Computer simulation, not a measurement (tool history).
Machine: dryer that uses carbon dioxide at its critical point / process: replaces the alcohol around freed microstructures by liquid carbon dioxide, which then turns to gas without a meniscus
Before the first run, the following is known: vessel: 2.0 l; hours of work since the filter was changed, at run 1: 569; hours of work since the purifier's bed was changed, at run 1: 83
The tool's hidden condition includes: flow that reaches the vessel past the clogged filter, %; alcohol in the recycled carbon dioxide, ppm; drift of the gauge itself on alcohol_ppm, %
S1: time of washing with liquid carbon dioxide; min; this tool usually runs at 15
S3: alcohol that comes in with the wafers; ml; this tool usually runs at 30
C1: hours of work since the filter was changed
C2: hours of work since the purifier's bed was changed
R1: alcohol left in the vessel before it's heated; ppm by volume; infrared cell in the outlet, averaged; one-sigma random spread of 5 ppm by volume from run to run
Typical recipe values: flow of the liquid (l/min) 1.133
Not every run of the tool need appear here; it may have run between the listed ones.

{"run": 1, "hour": 0.0, "S1": 15, "flow of the liquid (l/min)": 1.133, "S3": 30, "C1": 569, "C2": 83, "R1": 92}
{"run": 2, "hour": 9.0, "S1": 15, "flow of the liquid (l/min)": 1.133, "S3": 83, "C1": 572, "C2": 86, "R1": 218}
{"run": 3, "hour": 15.9, "S1": 11, "flow of the liquid (l/min)": 1.133, "S3": 30, "C1": 574, "C2": 89, "R1": 312}
{"run": 4, "hour": 23.8, "S1": 15, "flow of the liquid (l/min)": 1.133, "S3": 26, "C1": 577, "C2": 91, "R1": 92}
{"run": 5, "hour": 33.4, "S1": 15, "flow of the liquid (l/min)": 1.133, "S3": 26, "C1": 580, "C2": 95, "R1": 96}
{"run": 6, "hour": 38.5, "S1": 15, "flow of the liquid (l/min)": 1.133, "S3": 26, "C1": 582, "C2": 96, "R1": 96}
{"run": 7, "hour": 46.5, "S1": 15, "flow of the liquid (l/min)": 1.53, "S3": 30, "C1": 585, "C2": 99, "R1": 45}
{"run": 8, "hour": 56.6, "S1": 15, "flow of the liquid (l/min)": 1.133, "S3": 26, "C1": 588, "C2": 102, "R1": 93}
{"run": 9, "hour": 63.7, "S1": 15, "flow of the liquid (l/min)": 1.133, "S3": 30, "C1": 591, "C2": 105, "R1": 99}
{"run": 10, "hour": 69.9, "S1": 15, "flow of the liquid (l/min)": 1.85, "S3": 30, "C1": 593, "C2": 107, "R1": 26}
{"hour": 76.9, "done": "inlet filter changed"}
{"run": 11, "hour": 81.8, "S1": 15, "flow of the liquid (l/min)": 1.85, "S3": 30, "C1": 2, "C2": 111, "R1": 36}
{"run": 12, "hour": 87.0, "S1": 15, "flow of the liquid (l/min)": 1.34, "S3": 30, "C1": 3, "C2": 112, "R1": 44}
{"run": 13, "hour": 97.5, "S1": 10, "flow of the liquid (l/min)": 0.91, "S3": 57, "C1": 7, "C2": 116, "R1": 898}
{"run": 14, "hour": 103.0, "S1": 10, "flow of the liquid (l/min)": 0.91, "S3": 57, "C1": 9, "C2": 118, "R1": 902}
{"run": 15, "hour": 113.8, "S1": 10, "flow of the liquid (l/min)": 0.91, "S3": 57, "C1": 13, "C2": 122, "R1": 891}
{"run": 16, "hour": 121.6, "S1": 16, "flow of the liquid (l/min)": 1.133, "S3": 43, "C1": 15, "C2": 124, "R1": 67}
{"run": 17, "hour": 127.2, "S1": 15, "flow of the liquid (l/min)": 0.91, "S3": 40, "C1": 17, "C2": 126, "R1": 137}
{"run": 18, "hour": 137.4, "S1": 14, "flow of the liquid (l/min)": 0.74, "S3": 24, "C1": 21, "C2": 130, "R1": 263}
{"run": 19, "hour": 142.6, "S1": 14, "flow of the liquid (l/min)": 0.74, "S3": 24, "C1": 22, "C2": 131, "R1": 253}
{"run": 20, "hour": 150.3, "S1": 10, "flow of the liquid (l/min)": 1.133, "S3": 30, "C1": 25, "C2": 134, "R1": 245}
{"run": 21, "hour": 154.8, "S1": 10, "flow of the liquid (l/min)": 0.89, "S3": 30, "C1": 27, "C2": 136, "R1": 526}

Subtracting, for every run, the result it would have given without the tool's unlogged condition from the measured result gives the following. The same run-to-run variation enters both numbers; the gauge's scatter may not:
run=1 R1=+67
run=2 R1=+146
run=3 R1=+184
run=4 R1=+63
run=5 R1=+66
run=6 R1=+64
run=7 R1=+36
run=8 R1=+68
run=9 R1=+76
run=10 R1=+26
run=11 R1=+31
run=12 R1=+32
run=13 R1=+49
run=14 R1=+51
run=15 R1=+55
run=16 R1=+36
run=17 R1=+38
run=18 R1=+44
run=19 R1=+45
run=20 R1=+46
run=21 R1=+55
